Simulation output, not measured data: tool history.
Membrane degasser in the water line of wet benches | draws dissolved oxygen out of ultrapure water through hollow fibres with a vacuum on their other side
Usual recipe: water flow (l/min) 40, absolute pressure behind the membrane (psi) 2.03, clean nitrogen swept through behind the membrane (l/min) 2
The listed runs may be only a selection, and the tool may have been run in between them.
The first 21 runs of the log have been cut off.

run    hour  water flow (l/min)  absolute pressure behind the membrane (psi)  clean nitrogen swept through behind the membrane (l/min)  dissolved oxygen in the water behind the degasser (ppb)  pressure that the water loses in the fibres (psi)
 22   729.2                  56                                         2.03                                                      1.39                                                      839                                              7.948
 23   762.5                  35                                         2.03                                                      1.71                                                    471.1                                              4.981
 24   806.5                  46                                         3.28                                                      3.65                                                    550.3                                              6.575
 25   848.6                  46                                         3.28                                                      3.65                                                    550.2                                              6.548
 26   868.8                  55                                         3.28                                                      3.57                                                    675.3                                              7.815
 27   898.7                  55                                         1.55                                                      4.27                                                    259.7                                              7.833
 28   933.4                  40                                         3.47                                                         2                                                    848.7                                              5.677
 29   954.4                  40                                         3.47                                                         2                                                    845.2                                              5.671
 30     977                  35                                         2.03                                                         2                                                    412.6                                              4.985
 31     998                  40                                         1.84                                                      1.32                                                    579.1                                              5.691
 32  1024.4                  40                                         1.97                                                       1.4                                                    601.8                                               5.69

Here are 3 independent what-if runs from the current tool condition. What would each one return?
  A  1055.9                  33                                         4.22                                                       3.1                                                        ?                                                  ?
  B  1055.9                  40                                         2.03                                                      3.69                                                        ?                                                  ?
  C  1055.9                  51                                         4.16                                                      5.41                                                        ?                                                  ?

run  dissolved oxygen in the water behind the degasser (ppb)  pressure that the water loses in the fibres (psi)
  A                                                    606.5                                              4.706
  B                                                      275                                              5.706
  C                                                    559.9                                              7.246
The same runs, with their run-to-run variation unchanged, on a tool lacking any hidden condition would have given:
run  dissolved oxygen in the water behind the degasser (ppb)  pressure that the water loses in the fibres (psi)
  A                                                    606.1                                              4.705
  B                                                    274.8                                              5.704
  C                                                    559.7                                              7.245
